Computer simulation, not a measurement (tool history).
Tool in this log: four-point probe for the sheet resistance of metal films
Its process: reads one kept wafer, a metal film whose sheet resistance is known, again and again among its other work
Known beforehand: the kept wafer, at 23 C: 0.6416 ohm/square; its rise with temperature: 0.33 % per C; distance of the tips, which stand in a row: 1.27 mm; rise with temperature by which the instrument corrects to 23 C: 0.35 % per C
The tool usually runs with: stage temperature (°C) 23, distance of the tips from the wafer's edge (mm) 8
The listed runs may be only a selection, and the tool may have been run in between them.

| run | day | stage temperature (°C) | distance of the tips from the wafer's edge (mm) | sheet resistance as the instrument gives it (ohm/square) |
|---|---|---|---|---|
| 1 | 0 | 23 | 8 | 0.651014 |
| 2 | 1.258 | 23 | 8 | 0.651193 |
| 3 | 2.358 | 23 | 8 | 0.651004 |
| 4 | 3.242 | 23 | 8 | 0.650869 |
| 5 | 4.425 | 22 | 8 | 0.65101 |
| 6 | 5.512 | 23 | 8 | 0.651023 |
| 7 | 6.421 | 23 | 8 | 0.6508 |
| 8 | 7.262 | 23 | 8 | 0.650835 |
| 9 | 7.829 | 23 | 8 | 0.650887 |
| 10 | 8.683 | 23 | 23 | 0.643317 |
| 11 | 9.829 | 23 | 23 | 0.643144 |
| 12 | 10.6 | 23 | 15 | 0.644542 |
| 13 | 11.142 | 23 | 15 | 0.644598 |
| 14 | 11.721 | 33 | 27 | 0.64156 |
| 15 | 12.308 | 33 | 27 | 0.641801 |
| 16 | 13.525 | 34 | 15 | 0.643471 |
| 17 | 14.204 | 31 | 16 | 0.643269 |
| 18 | 15.242 | 22 | 8 | 0.650933 |
| 19 | 15.833 | 21 | 8 | 0.650966 |
| 20 | 16.862 | 21 | 8 | 0.651096 |
| 21 | 17.538 | 30 | 8 | 0.650059 |
| 22 | 18.779 | 21 | 41 | 0.642818 |
| 23 | 20.1 | 21 | 41 | 0.642583 |
| 24 | 21.125 | 21 | 41 | 0.642616 |
| 25 | 22.388 | 21 | 41 | 0.642558 |
| 26 | 23.492 | 23 | 11 | 0.646312 |

Predict each of these 5 candidate next runs independently; none follows another, all start after run 26:
| A | 24.471 | 23 | 5 | ? |
| B | 24.471 | 22 | 16 | ? |
| C | 24.471 | 23 | 11 | ? |
| D | 24.471 | 23 | 22 | ? |
| E | 24.471 | 27 | 13 | ? |

| run | sheet resistance as the instrument gives it (ohm/square) |
|---|---|
| A | 0.663626 |
| B | 0.644159 |
| C | 0.646651 |
| D | 0.643339 |
| E | 0.644727 |
The same runs, with their run-to-run variation unchanged, on a tool lacking any hidden condition would have given:
| run | sheet resistance as the instrument gives it (ohm/square) |
|---|---|
| A | 0.663213 |
| B | 0.643757 |
| C | 0.646248 |
| D | 0.642938 |
| E | 0.644329 |

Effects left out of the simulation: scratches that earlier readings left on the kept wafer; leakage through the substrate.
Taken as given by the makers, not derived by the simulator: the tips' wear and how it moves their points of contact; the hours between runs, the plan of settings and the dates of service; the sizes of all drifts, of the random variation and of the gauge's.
